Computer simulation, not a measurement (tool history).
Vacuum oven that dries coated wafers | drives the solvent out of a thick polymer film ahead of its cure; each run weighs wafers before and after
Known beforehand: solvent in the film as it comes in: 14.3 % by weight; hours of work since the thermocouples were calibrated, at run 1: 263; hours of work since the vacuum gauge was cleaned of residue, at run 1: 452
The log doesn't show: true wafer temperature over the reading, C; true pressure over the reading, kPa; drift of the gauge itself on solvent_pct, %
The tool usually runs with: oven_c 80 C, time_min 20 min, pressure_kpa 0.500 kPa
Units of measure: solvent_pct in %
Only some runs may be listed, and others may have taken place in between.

run     day  oven_c  time_min  pressure_kpa  hours of work since the thermocouples were calibrated  hours of work since the vacuum gauge was cleaned of residue  solvent_pct
  1   0.000      80        20         0.500                                                    263                                                          452         1.68
  2   1.221      80        20         0.864                                                    281                                                          470         1.86
  3   2.725      80        20         0.527                                                    303                                                          492         1.74
  4   4.162      80        26         0.500                                                    323                                                          513         1.13
  5   5.600      80        15         0.500                                                    344                                                          534         2.66
  6   6.967      80        15         0.500                                                    364                                                          554         2.67
  7   8.450      80        15         0.500                                                    386                                                          575         2.70
      8.662  -- oven's thermocouples calibrated
  8   9.721      81        12         0.471                                                     15                                                          592         3.36
  9  11.042      93        10         1.193                                                     35                                                          612         1.63
 10  11.975      76        11         1.678                                                     48                                                          625         5.71
     12.588  -- oven's thermocouples calibrated, once more
 11  13.508      80        14         1.690                                                     13                                                          646         3.40
 12  14.321      80        14         1.690                                                     25                                                          658         3.37
 13  15.671      80        14         1.690                                                     45                                                          678         3.40

The next listed run, before its measurement:
 14  17.079      80        32         1.690                                                     65                                                          698            ?

{"run 14": {"solvent_pct": 1.39}}
Without the tool's hidden state the same run would have given solvent_pct 1.25 %.
